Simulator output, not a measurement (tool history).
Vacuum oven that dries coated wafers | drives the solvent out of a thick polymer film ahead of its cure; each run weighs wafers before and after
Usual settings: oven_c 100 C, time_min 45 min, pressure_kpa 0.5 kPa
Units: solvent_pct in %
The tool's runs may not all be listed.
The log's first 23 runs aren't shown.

run	hour	oven_c	time_min	pressure_kpa	hours of work since the thermocouples were calibrated	hours of work since the vacuum gauge was cleaned of residue	solvent_pct
24	511.9	102	23	0.321	947	645	4.81
25	528.9	109	33	1.789	958	657	1.65
26	548	109	33	1.789	972	671	1.64
27	566.2	114	49	0.5	984	683	0.17
# hour 585.1: oven's thermocouples calibrated
28	586.2	114	49	0.5	1	696	0.41
29	614.4	114	49	0.5	20	716	0.27
30	627.5	100	27	0.5	30	725	5.49
31	651.1	91	39	1.938	46	741	7.02
32	670.5	91	39	1.938	60	755	7.19
33	695.1	91	39	1.938	77	772	7.06
34	727.2	104	27	0.286	99	794	4.15
35	756.6	105	29	0.286	120	815	3.43
36	770.5	100	48	0.518	129	824	2.66

Forecast run 37:
37	788.4	100	45	0.907	142	837	?

solvent_pct: 3.06 %
Without the tool's hidden state the same run would have given solvent_pct 2.98 %.
